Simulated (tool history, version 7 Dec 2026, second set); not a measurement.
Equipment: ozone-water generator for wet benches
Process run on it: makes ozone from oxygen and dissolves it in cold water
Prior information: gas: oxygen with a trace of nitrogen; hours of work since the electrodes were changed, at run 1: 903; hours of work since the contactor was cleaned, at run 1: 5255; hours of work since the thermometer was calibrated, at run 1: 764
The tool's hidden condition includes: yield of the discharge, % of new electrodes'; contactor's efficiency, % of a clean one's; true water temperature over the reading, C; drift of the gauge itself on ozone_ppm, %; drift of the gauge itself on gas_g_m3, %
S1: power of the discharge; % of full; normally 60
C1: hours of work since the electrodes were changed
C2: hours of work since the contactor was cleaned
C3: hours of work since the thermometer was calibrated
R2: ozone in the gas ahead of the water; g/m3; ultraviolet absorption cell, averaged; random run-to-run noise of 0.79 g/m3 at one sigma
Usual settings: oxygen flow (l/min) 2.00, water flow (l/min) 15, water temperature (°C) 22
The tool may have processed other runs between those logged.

Run 1, day 0.000: usual settings; C1 903; C2 5255; C3 764. Result: dissolved ozone (ppm) 10.21, R2 166.7 g/m3.
Run 2, day 2.492: usual settings; C1 950; C2 5302; C3 811. Result: dissolved ozone (ppm) 10.06, R2 167.2 g/m3.
Run 3, day 4.125: usual settings; C1 981; C2 5333; C3 842. Result: dissolved ozone (ppm) 10.08, R2 168.1 g/m3.
Run 4, day 5.621: usual settings; C1 1009; C2 5361; C3 870. Result: dissolved ozone (ppm) 10.17, R2 168.7 g/m3.
Run 5, day 7.554: usual settings but S1 42 % of full; C1 1045; C2 5397; C3 906. Result: dissolved ozone (ppm) 7.29, R2 121.3 g/m3.
Run 6, day 9.096: usual settings; C1 1074; C2 5426; C3 935. Result: dissolved ozone (ppm) 10.13, R2 167.8 g/m3.
Run 7, day 10.850: usual settings; C1 1107; C2 5459; C3 968. Result: dissolved ozone (ppm) 10.19, R2 168.0 g/m3.
Run 8, day 12.958: usual settings; C1 1147; C2 5499; C3 1008. Result: dissolved ozone (ppm) 10.05, R2 168.7 g/m3.
Run 9, day 15.375: usual settings; C1 1193; C2 5544; C3 1053. Result: dissolved ozone (ppm) 10.11, R2 168.9 g/m3.
Run 10, day 16.383: usual settings; C1 1212; C2 5563; C3 1072. Result: dissolved ozone (ppm) 10.11, R2 167.9 g/m3.
At day 17.146: contactor cleaned.
Run 11, day 18.054: usual settings; C1 1240; C2 17; C3 1101. Result: dissolved ozone (ppm) 10.14, R2 168.1 g/m3.
Run 12, day 20.021: usual settings; C1 1277; C2 54; C3 1138. Result: dissolved ozone (ppm) 10.13, R2 169.2 g/m3.
Run 13, day 21.558: usual settings but water temperature (°C) 25; C1 1306; C2 83; C3 1167. Result: dissolved ozone (ppm) 9.79, R2 169.3 g/m3.
Run 14, day 22.879: usual settings but water temperature (°C) 25; C1 1331; C2 108; C3 1191. Result: dissolved ozone (ppm) 9.88, R2 169.0 g/m3.
Run 15, day 25.254: usual settings but water temperature (°C) 25; C1 1375; C2 153; C3 1236. Result: dissolved ozone (ppm) 9.88, R2 169.6 g/m3.
Run 16, day 27.508: usual settings but water temperature (°C) 25; C1 1418; C2 195; C3 1279. Result: dissolved ozone (ppm) 9.88, R2 168.4 g/m3.
Run 17, day 29.533: usual settings but water temperature (°C) 25; C1 1456; C2 233; C3 1317. Result: dissolved ozone (ppm) 9.88, R2 169.2 g/m3.
Run 18, day 31.917: usual settings but water temperature (°C) 25; C1 1501; C2 278; C3 1362. Result: dissolved ozone (ppm) 9.82, R2 169.8 g/m3.
Run 19, day 33.725: usual settings but oxygen flow (l/min) 3.31, water flow (l/min) 19, water temperature (°C) 25; C1 1535; C2 312; C3 1396. Result: dissolved ozone (ppm) 7.75, R2 122.3 g/m3.
Run 20, day 34.938: usual settings but oxygen flow (l/min) 3.31, water flow (l/min) 19, water temperature (°C) 25; C1 1558; C2 335; C3 1418. Result: dissolved ozone (ppm) 7.84, R2 121.9 g/m3.
Run 21, day 37.275: usual settings but S1 58 % of full, water temperature (°C) 20; C1 1601; C2 379; C3 1462. Result: dissolved ozone (ppm) 9.99, R2 164.1 g/m3.
Run 22, day 39.675: usual settings but S1 58 % of full, water temperature (°C) 20; C1 1647; C2 424; C3 1508. Result: dissolved ozone (ppm) 10.26, R2 164.8 g/m3.
Run 23, day 41.767: usual settings but S1 54 % of full, water temperature (°C) 21; C1 1686; C2 463; C3 1547. Result: dissolved ozone (ppm) 9.29, R2 154.1 g/m3.
Run 24, day 43.267: usual settings but oxygen flow (l/min) 1.20, water flow (l/min) 13; C1 1714; C2 491; C3 1575. Result: dissolved ozone (ppm) 11.20, R2 236.9 g/m3.
Run 25, day 44.529: usual settings but S1 53 % of full, oxygen flow (l/min) 2.17, water flow (l/min) 17, water temperature (°C) 29; C1 1738; C2 515; C3 1599. Result: dissolved ozone (ppm) 7.50, R2 145.4 g/m3.
Run 26, day 46.350: usual settings but S1 48 % of full, oxygen flow (l/min) 2.34, water temperature (°C) 16; C1 1772; C2 549; C3 1633. Result: dissolved ozone (ppm) 8.81, R2 125.4 g/m3.
Run 27, day 47.383: usual settings but S1 48 % of full, oxygen flow (l/min) 3.22, water flow (l/min) 12, water temperature (°C) 18; C1 1792; C2 569; C3 1652. Result: dissolved ozone (ppm) 10.38, R2 101.0 g/m3.
Run 28, day 49.588: usual settings but S1 48 % of full, oxygen flow (l/min) 3.22, water flow (l/min) 12, water temperature (°C) 18; C1 1833; C2 610; C3 1694. Result: dissolved ozone (ppm) 10.27, R2 102.5 g/m3.
Run 29, day 50.621: usual settings but S1 46 % of full, oxygen flow (l/min) 1.03, water flow (l/min) 12, water temperature (°C) 15; C1 1853; C2 630; C3 1713. Result: dissolved ozone (ppm) 9.81, R2 206.5 g/m3.
Run 30, day 52.183: usual settings but S1 63 % of full, oxygen flow (l/min) 3.46, water flow (l/min) 23, water temperature (°C) 16; C1 1882; C2 659; C3 1743. Result: dissolved ozone (ppm) 7.49, R2 125.6 g/m3.
Run 31, day 54.242: usual settings but S1 52 % of full, oxygen flow (l/min) 3.46, water flow (l/min) 14, water temperature (°C) 19; C1 1921; C2 698; C3 1782. Result: dissolved ozone (ppm) 9.61, R2 105.7 g/m3.
Run 32, day 55.338: usual settings but S1 52 % of full, oxygen flow (l/min) 3.46, water flow (l/min) 14, water temperature (°C) 19; C1 1941; C2 719; C3 1802. Result: dissolved ozone (ppm) 9.59, R2 104.7 g/m3.

Forecast each of these 5 alternatives for the next run:
Run A, day 57.058: usual settings but S1 55 % of full, oxygen flow (l/min) 3.46, water flow (l/min) 14, water temperature (°C) 18; C1 1974; C2 751; C3 1835. Result: dissolved ozone (ppm) ?, R2 ?.
Run B, day 57.058: usual settings but S1 68 % of full, oxygen flow (l/min) 3.46, water flow (l/min) 22, water temperature (°C) 19; C1 1974; C2 751; C3 1835. Result: dissolved ozone (ppm) ?, R2 ?.
Run C, day 57.058: usual settings but S1 48 % of full; C1 1974; C2 751; C3 1835. Result: dissolved ozone (ppm) ?, R2 ?.
Run D, day 57.058: usual settings but S1 59 % of full, water flow (l/min) 13, water temperature (°C) 16; C1 1974; C2 751; C3 1835. Result: dissolved ozone (ppm) ?, R2 ?.
Run E, day 57.058: usual settings but oxygen flow (l/min) 2.68; C1 1974; C2 751; C3 1835. Result: dissolved ozone (ppm) ?, R2 ?.

run  dissolved ozone (ppm)     R2
  A                  10.35  111.1
  B                   8.17  134.6
  C                   8.18  138.0
  D                  12.18  169.0
  E                  10.08  142.4
Stripped of hidden state, with their random variation kept, the same runs would have yielded:
run  dissolved ozone (ppm)     R2
  A                  10.35  108.5
  B                   8.17  131.5
  C                   8.18  134.8
  D                  12.19  165.1
  E                  10.08  139.1

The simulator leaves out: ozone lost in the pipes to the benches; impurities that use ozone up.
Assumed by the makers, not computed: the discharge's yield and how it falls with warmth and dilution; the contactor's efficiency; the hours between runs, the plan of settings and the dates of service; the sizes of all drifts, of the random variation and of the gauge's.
